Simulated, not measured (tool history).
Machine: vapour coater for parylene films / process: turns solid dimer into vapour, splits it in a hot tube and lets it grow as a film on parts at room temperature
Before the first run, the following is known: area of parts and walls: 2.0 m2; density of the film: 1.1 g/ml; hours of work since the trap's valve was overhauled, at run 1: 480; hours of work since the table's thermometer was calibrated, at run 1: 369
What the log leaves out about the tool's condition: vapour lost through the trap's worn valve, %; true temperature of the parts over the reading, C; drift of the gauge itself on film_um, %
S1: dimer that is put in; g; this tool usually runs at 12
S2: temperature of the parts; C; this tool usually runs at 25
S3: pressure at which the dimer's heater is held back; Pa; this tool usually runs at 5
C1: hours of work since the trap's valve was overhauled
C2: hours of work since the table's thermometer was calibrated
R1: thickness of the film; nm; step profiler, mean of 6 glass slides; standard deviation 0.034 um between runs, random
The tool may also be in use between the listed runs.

run   hour  S1  S2     S3   C1   C2    R1
  1      0  12  25      5  480  369  3040
      36.6  -- trap's valve overhauled
  2   41.1   5  25      5    2  386  1420
  3   89.9  12  25      5   25  409  3500
  4  142.5  12  25      5   50  434  3460
  5  209.7  12  25      5   82  466  3400
  6  251.4  12  25      5  101  485  3320
  7    311  12  25      5  129  514  3420
  8  359.8  12  25      5  152  537  3320
  9  389.6  12  25      5  167  551  3290
 10  445.8  12  25      5  193  577  3320
 11  477.7  12  25   2.27  208  592  3480
     483.5  -- table's thermometer calibrated
 12    529  19  29   2.94  232   21  4890
 13  595.2  19  29   2.94  263   53  4940
 14    639  12  25   6.91  284   73  3170
 15  691.2  20  25      5  308   98  5200
 16  743.7   6  25    2.4  333  123  1620
 17  806.7  12  25      5  363  152  3140
 18  841.7   6  25   8.03  379  169  1510
     850.9  -- table's thermometer calibrated, once more
 19  879.7  12  25  11.15  397   14  2960
 20  948.1  10  25   2.18  429   46  2770

Predict each of these 5 candidate next runs independently; none follows another, all start after run 20:
  A  996.9   5  35  3.04  452  69   ?
  B  996.9  12  25  5.43  452  69   ?
  C  996.9  15  18  2.76  452  69   ?
  D  996.9  10  25  3.86  452  69   ?
  E  996.9   9  17  4.21  452  69   ?

run    R1
  A  1050
  B  3030
  C  4770
  D  2610
  E  2750
With the hidden condition removed and each run's random variation left untouched, the same runs would have given:
run    R1
  A  1190
  B  3430
  C  5390
  D  2940
  E  3110
